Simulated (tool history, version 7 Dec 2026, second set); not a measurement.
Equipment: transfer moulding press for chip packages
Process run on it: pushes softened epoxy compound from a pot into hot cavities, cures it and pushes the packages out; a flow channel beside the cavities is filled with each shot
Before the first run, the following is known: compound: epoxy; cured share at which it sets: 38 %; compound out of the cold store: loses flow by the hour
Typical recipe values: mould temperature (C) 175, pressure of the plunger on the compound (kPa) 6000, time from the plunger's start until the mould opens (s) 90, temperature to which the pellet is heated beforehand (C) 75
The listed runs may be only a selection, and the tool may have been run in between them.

run     day  mould temperature (C)  pressure of the plunger on the compound (kPa)  time from the plunger's start until the mould opens (s)  temperature to which the pellet is heated beforehand (C)  incoming compound's hours out of the cold store  length that the compound runs in the flow channel (mm)  greatest force on the pins that push the packages out (N)
  1       0                    175                                           6000                                                       90                                                        75                                             36.9                                                     516                                                        602
  2   1.983                    175                                           4510                                                       90                                                        75                                               45                                                     432                                                        684
  3   4.921                    175                                           4510                                                       90                                                        75                                             20.3                                                     475                                                        547
  4   6.867                    175                                           4510                                                       90                                                        75                                             42.8                                                     425                                                        646
  5   9.292                    175                                           6000                                                       90                                                        69                                             43.1                                                     489                                                        653
  6  12.154                    175                                           6000                                                       90                                                        69                                             31.3                                                     534                                                        688
  7  14.183                    175                                           6000                                                       90                                                        75                                             16.4                                                     571                                                        659
  8  16.642                    175                                           6000                                                       90                                                        75                                              9.1                                                     585                                                        620
  9   19.55                    169                                           6000                                                       90                                                        75                                             37.3                                                     518                                                        883
 10  22.421                    180                                           6000                                                       90                                                        75                                             13.1                                                     557                                                        535
 11  25.133                    180                                           6000                                                       90                                                        75                                             45.3                                                     480                                                        529
 12  27.204                    175                                           6000                                                       90                                                        75                                             41.7                                                     487                                                        588
 13  30.038                    175                                           6000                                                       90                                                        75                                             31.9                                                     536                                                        594
 14  32.838                    174                                           6000                                                       90                                                        75                                             17.9                                                     566                                                        631
 15  35.888                    172                                           6000                                                       90                                                        79                                             43.5                                                     505                                                        727
 16  37.442                    183                                           6000                                                       90                                                        76                                             18.2                                                     544                                                        396
 17  39.892                    183                                           6000                                                       90                                                        76                                             18.3                                                     542                                                        579
 18    41.9                    183                                           6000                                                       90                                                        72                                             19.3                                                     532                                                        552
 19  43.217                    175                                           6000                                                       75                                                        81                                             29.9                                                     515                                                        789
 20  45.296                    177                                           5270                                                       88                                                        68                                             19.6                                                     533                                                        689
 21  47.071                    177                                           5270                                                       88                                                        68                                             24.5                                                     519                                                        624
 22  48.642                    181                                           6540                                                       90                                                        75                                             45.7                                                     518                                                        400
 23  50.192                    181                                           6540                                                       90                                                        75                                             19.6                                                     572                                                        559
 24  52.633                    179                                           6000                                                       87                                                        82                                             46.8                                                     486                                                        541
 25  55.088                    171                                           6000                                                       87                                                        82                                               14                                                     565                                                        779
 26   57.55                    171                                           6000                                                       87                                                        82                                             47.8                                                     486                                                        693

The log once held 26 entries between its listed runs, left out of this copy. Where does each go, and what is different about the tool's unlogged condition between the listed run before it and the listed run after it?
Run 1 -> run 2: cavities cleaned with cleaning compound and waxed (day 1.671)
  true mould temperature over the reading, C: -0.11 -> -0.18; pressure that reaches the compound, % of what is set: 96.24 -> 94.74; grip of the stained cavities, % over clean ones': 38.1 -> 62.5
  the result without the hidden state subtracted from the measured one, length that the compound runs in the flow channel (mm): -10 -> -12; greatest force on the pins that push the packages out (N): +168 -> +269
Run 2 -> run 3: cavities cleaned with cleaning compound and waxed (day 4.35)
  true mould temperature over the reading, C: -0.18 -> -0.29; pressure that reaches the compound, % of what is set: 94.74 -> 92.6; grip of the stained cavities, % over clean ones': 62.5 -> 20
  the result without the hidden state subtracted from the measured one, length that the compound runs in the flow channel (mm): -12 -> -18; greatest force on the pins that push the packages out (N): +269 -> +97
Run 4 -> run 5: cavities cleaned with cleaning compound and waxed (day 7.192)
  true mould temperature over the reading, C: -0.36 -> -0.44; pressure that reaches the compound, % of what is set: 91.27 -> 89.49; grip of the stained cavities, % over clean ones': 47.4 -> 45.2
  the result without the hidden state subtracted from the measured one, length that the compound runs in the flow channel (mm): -19 -> -27; greatest force on the pins that push the packages out (N): +213 -> +211
Run 5 -> run 6: cavities cleaned with cleaning compound and waxed (day 9.917); plunger's sealing rings changed (day 11.4)
  true mould temperature over the reading, C: -0.44 -> -0.53; pressure that reaches the compound, % of what is set: 89.49 -> 98.78; grip of the stained cavities, % over clean ones': 45.2 -> 46.6
  the result without the hidden state subtracted from the measured one, length that the compound runs in the flow channel (mm): -27 -> -3; greatest force on the pins that push the packages out (N): +211 -> +230
Run 6 -> run 7: cavities cleaned with cleaning compound and waxed (day 12.879)
  true mould temperature over the reading, C: -0.53 -> -0.61; pressure that reaches the compound, % of what is set: 98.78 -> 97.39; grip of the stained cavities, % over clean ones': 46.6 -> 37.6
  the result without the hidden state subtracted from the measured one, length that the compound runs in the flow channel (mm): -3 -> -6; greatest force on the pins that push the packages out (N): +230 -> +193
Run 7 -> run 8: cavities cleaned with cleaning compound and waxed (day 15.596)
  true mould temperature over the reading, C: -0.61 -> -0.7; pressure that reaches the compound, % of what is set: 97.39 -> 95.58; grip of the stained cavities, % over clean ones': 37.6 -> 32.5
  the result without the hidden state subtracted from the measured one, length that the compound runs in the flow channel (mm): -6 -> -12; greatest force on the pins that push the packages out (N): +193 -> +169
Run 8 -> run 9: cavities cleaned with cleaning compound and waxed, once more (day 17.975)
  true mould temperature over the reading, C: -0.7 -> -0.8; pressure that reaches the compound, % of what is set: 95.58 -> 93.64; grip of the stained cavities, % over clean ones': 32.5 -> 40
  the result without the hidden state subtracted from the measured one, length that the compound runs in the flow channel (mm): -12 -> -17; greatest force on the pins that push the packages out (N): +169 -> +282
Run 9 -> run 10: cavities cleaned with cleaning compound and waxed (day 20.783); mould's thermocouples calibrated (day 21.538)
  true mould temperature over the reading, C: -0.8 -> -0.54; pressure that reaches the compound, % of what is set: 93.64 -> 91.62; grip of the stained cavities, % over clean ones': 40 -> 39.3
  the result without the hidden state subtracted from the measured one, length that the compound runs in the flow channel (mm): -17 -> -25; greatest force on the pins that push the packages out (N): +282 -> +159
Run 10 -> run 11: cavities cleaned with cleaning compound and waxed (day 23.554)
  true mould temperature over the reading, C: -0.54 -> -0.63; pressure that reaches the compound, % of what is set: 91.62 -> 89.72; grip of the stained cavities, % over clean ones': 39.3 -> 40.1
  the result without the hidden state subtracted from the measured one, length that the compound runs in the flow channel (mm): -25 -> -26; greatest force on the pins that push the packages out (N): +159 -> +157
Run 11 -> run 12: cavities cleaned with cleaning compound and waxed (day 26.288)
  true mould temperature over the reading, C: -0.63 -> -0.71; pressure that reaches the compound, % of what is set: 89.72 -> 88.41; grip of the stained cavities, % over clean ones': 40.1 -> 29.6
  the result without the hidden state subtracted from the measured one, length that the compound runs in the flow channel (mm): -26 -> -30; greatest force on the pins that push the packages out (N): +157 -> +144
Run 12 -> run 13: plunger's sealing rings changed (day 27.954); cavities cleaned with cleaning compound and waxed (day 29.171)
  true mould temperature over the reading, C: -0.71 -> -0.8; pressure that reaches the compound, % of what is set: 88.41 -> 98.5; grip of the stained cavities, % over clean ones': 29.6 -> 31.3
  the result without the hidden state subtracted from the measured one, length that the compound runs in the flow channel (mm): -30 -> -3; greatest force on the pins that push the packages out (N): +144 -> +157
Run 13 -> run 14: cavities cleaned with cleaning compound and waxed (day 31.821)
  true mould temperature over the reading, C: -0.8 -> -0.9; pressure that reaches the compound, % of what is set: 98.5 -> 96.63; grip of the stained cavities, % over clean ones': 31.3 -> 32.6
  the result without the hidden state subtracted from the measured one, length that the compound runs in the flow channel (mm): -3 -> -9; greatest force on the pins that push the packages out (N): +157 -> +178
Run 14 -> run 15: cavities cleaned with cleaning compound and waxed (day 34.6)
  true mould temperature over the reading, C: -0.9 -> -1.01; pressure that reaches the compound, % of what is set: 96.63 -> 94.5; grip of the stained cavities, % over clean ones': 32.6 -> 38.6
  the result without the hidden state subtracted from the measured one, length that the compound runs in the flow channel (mm): -9 -> -13; greatest force on the pins that push the packages out (N): +178 -> +229
Run 15 -> run 16: cavities cleaned with cleaning compound and waxed (day 37.408)
  true mould temperature over the reading, C: -1.01 -> -1.06; pressure that reaches the compound, % of what is set: 94.5 -> 93.37; grip of the stained cavities, % over clean ones': 38.6 -> 3.4
  the result without the hidden state subtracted from the measured one, length that the compound runs in the flow channel (mm): -13 -> -18; greatest force on the pins that push the packages out (N): +229 -> +17
Run 17 -> run 18: cavities cleaned with cleaning compound and waxed (day 40.183)
  true mould temperature over the reading, C: -1.15 -> -1.22; pressure that reaches the compound, % of what is set: 91.65 -> 90.3; grip of the stained cavities, % over clean ones': 48 -> 42.9
  the result without the hidden state subtracted from the measured one, length that the compound runs in the flow channel (mm): -22 -> -27; greatest force on the pins that push the packages out (N): +193 -> +170
Run 18 -> run 19: cavities cleaned with cleaning compound and waxed (day 42.854)
  true mould temperature over the reading, C: -1.22 -> -1.26; pressure that reaches the compound, % of what is set: 90.3 -> 89.28; grip of the stained cavities, % over clean ones': 42.9 -> 17.3
  the result without the hidden state subtracted from the measured one, length that the compound runs in the flow channel (mm): -27 -> -29; greatest force on the pins that push the packages out (N): +170 -> +170
Run 19 -> run 20: plunger's sealing rings changed (day 44.308)
  true mould temperature over the reading, C: -1.26 -> -1.32; pressure that reaches the compound, % of what is set: 89.28 -> 99.17; grip of the stained cavities, % over clean ones': 17.3 -> 46.8
  the result without the hidden state subtracted from the measured one, length that the compound runs in the flow channel (mm): -29 -> -1; greatest force on the pins that push the packages out (N): +170 -> +245
Run 20 -> run 21: cavities cleaned with cleaning compound and waxed (day 45.617)
  true mould temperature over the reading, C: -1.32 -> -1.39; pressure that reaches the compound, % of what is set: 99.17 -> 97.97; grip of the stained cavities, % over clean ones': 46.8 -> 38.9
  the result without the hidden state subtracted from the measured one, length that the compound runs in the flow channel (mm): -1 -> -4; greatest force on the pins that push the packages out (N): +245 -> +198
Run 21 -> run 22: mould's thermocouples calibrated (day 48.05); cavities cleaned with cleaning compound and waxed (day 48.454)
  true mould temperature over the reading, C: -1.39 -> 0.13; pressure that reaches the compound, % of what is set: 97.97 -> 97; grip of the stained cavities, % over clean ones': 38.9 -> 8.6
  the result without the hidden state subtracted from the measured one, length that the compound runs in the flow channel (mm): -4 -> -8; greatest force on the pins that push the packages out (N): +198 -> +32
Run 23 -> run 24: cavities cleaned with cleaning compound and waxed (day 51.133)
  true mould temperature over the reading, C: 0.07 -> -0.02; pressure that reaches the compound, % of what is set: 95.9 -> 94.31; grip of the stained cavities, % over clean ones': 43.5 -> 39.2
  the result without the hidden state subtracted from the measured one, length that the compound runs in the flow channel (mm): -13 -> -15; greatest force on the pins that push the packages out (N): +167 -> +154
Run 24 -> run 25: cavities cleaned with cleaning compound and waxed (day 54.038)
  true mould temperature over the reading, C: -0.02 -> -0.11; pressure that reaches the compound, % of what is set: 94.31 -> 92.56; grip of the stained cavities, % over clean ones': 39.2 -> 32
  the result without the hidden state subtracted from the measured one, length that the compound runs in the flow channel (mm): -15 -> -22; greatest force on the pins that push the packages out (N): +154 -> +193
Run 25 -> run 26: cavities cleaned with cleaning compound and waxed (day 56.833)
  true mould temperature over the reading, C: -0.11 -> -0.19; pressure that reaches the compound, % of what is set: 92.56 -> 90.81; grip of the stained cavities, % over clean ones': 32 -> 26.3
  the result without the hidden state subtracted from the measured one, length that the compound runs in the flow channel (mm): -22 -> -23; greatest force on the pins that push the packages out (N): +193 -> +151

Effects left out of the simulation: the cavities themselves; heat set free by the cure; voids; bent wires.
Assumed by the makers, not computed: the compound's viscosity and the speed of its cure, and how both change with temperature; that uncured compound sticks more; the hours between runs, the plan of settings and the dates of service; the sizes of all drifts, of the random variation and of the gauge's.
